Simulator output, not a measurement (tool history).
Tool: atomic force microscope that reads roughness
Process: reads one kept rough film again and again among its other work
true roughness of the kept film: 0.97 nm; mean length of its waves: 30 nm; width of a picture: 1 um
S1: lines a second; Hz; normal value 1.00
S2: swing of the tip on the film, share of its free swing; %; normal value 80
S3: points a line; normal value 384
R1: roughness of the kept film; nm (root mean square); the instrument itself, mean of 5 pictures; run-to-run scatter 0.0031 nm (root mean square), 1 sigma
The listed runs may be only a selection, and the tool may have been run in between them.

run   hour    S1  S2   S3     R1
  1    0.0  1.00  80  384  0.870
  2    8.8  1.00  80  384  0.863
      16.1  -- new tip fitted
  3   29.0  1.00  80  730  0.892
  4   40.0  1.00  80  730  0.889
  5   52.2  1.00  80  730  0.887
  6   66.0  1.00  80  730  0.887
  7   82.7  1.00  80  730  0.880
  8   98.8  1.12  80  730  0.879
  9  117.0  1.00  80  384  0.874
 10  136.0  1.00  80  384  0.872
 11  152.3  1.00  80  384  0.867
     161.0  -- new tip fitted
 12  165.4  1.00  57  384  0.932
 13  183.7  3.43  80  384  0.778
 14  201.2  1.00  85  384  0.869
 15  222.2  1.00  85  384  0.863
 16  231.9  1.00  60  384  0.913
 17  244.1  1.00  60  384  0.911
 18  264.1  3.14  60  384  0.874
 19  284.6  1.00  71  384  0.893
 20  299.7  1.00  71  384  0.886
     305.8  -- new tip fitted
 21  316.2  1.00  71  946  0.915
 22  337.7  1.00  66  396  0.913
 23  352.0  1.00  66  396  0.909
 24  370.2  2.51  79  432  0.819
 25  389.8  1.66  79  546  0.855
 26  402.5  1.66  79  546  0.850
 27  412.6  3.65  56  546  0.888
 28  431.5  1.28  80  384  0.858
     433.9  -- height scale calibrated on a step standard
     451.2  -- new tip fitted
 29  454.2  1.00  80  374  0.887
 30  464.0  1.00  80  374  0.891
 31  481.9  2.78  84  464  0.781
 32  495.2  2.78  84  464  0.780
 33  507.4  2.78  84  681  0.789
     511.0  -- height scale calibrated on a step standard, once more
 34  529.1  2.77  78  959  0.808
 35  540.4  2.77  78  959  0.808
 36  556.6  0.94  76  781  0.885
 37  569.0  0.63  71  783  0.909
 38  577.7  3.62  80  384  0.753
 39  588.7  3.62  68  384  0.825

Some steps in R1 between neighbouring runs. How much of each would the tool show without its hidden state too (settings, what came in, random variation), and how much is left for the hidden state, with any gauge scatter that isn't in both results?
What the log doesn't record here: radius of the tip, nm; height scale over the true one, %; drift of the gauge itself on roughness_nm, %.
Run 2 -> 3: S3 384 -> 730, new tip fitted. R1 +0.029 nm (root mean square): hidden state +0.021, all else +0.008.
Run 12 -> 13: S1 1.00 -> 3.43, S2 57 -> 80. R1 -0.154 nm (root mean square): hidden state -0.003, all else -0.151.
Run 20 -> 21: S3 384 -> 946, new tip fitted. R1 +0.029 nm (root mean square): hidden state +0.020, all else +0.009.
Run 28 -> 29: S1 1.28 -> 1.00, S3 384 -> 374, height scale calibrated on a step standard, new tip fitted. R1 +0.029 nm (root mean square): hidden state +0.019, all else +0.010.
Run 30 -> 31: S1 1.00 -> 2.78, S2 80 -> 84, S3 374 -> 464. R1 -0.110 nm (root mean square): hidden state -0.002, all else -0.108.
Run 37 -> 38: S1 0.63 -> 3.62, S2 71 -> 80, S3 783 -> 384. R1 -0.156 nm (root mean square): hidden state +0.002, all else -0.158.

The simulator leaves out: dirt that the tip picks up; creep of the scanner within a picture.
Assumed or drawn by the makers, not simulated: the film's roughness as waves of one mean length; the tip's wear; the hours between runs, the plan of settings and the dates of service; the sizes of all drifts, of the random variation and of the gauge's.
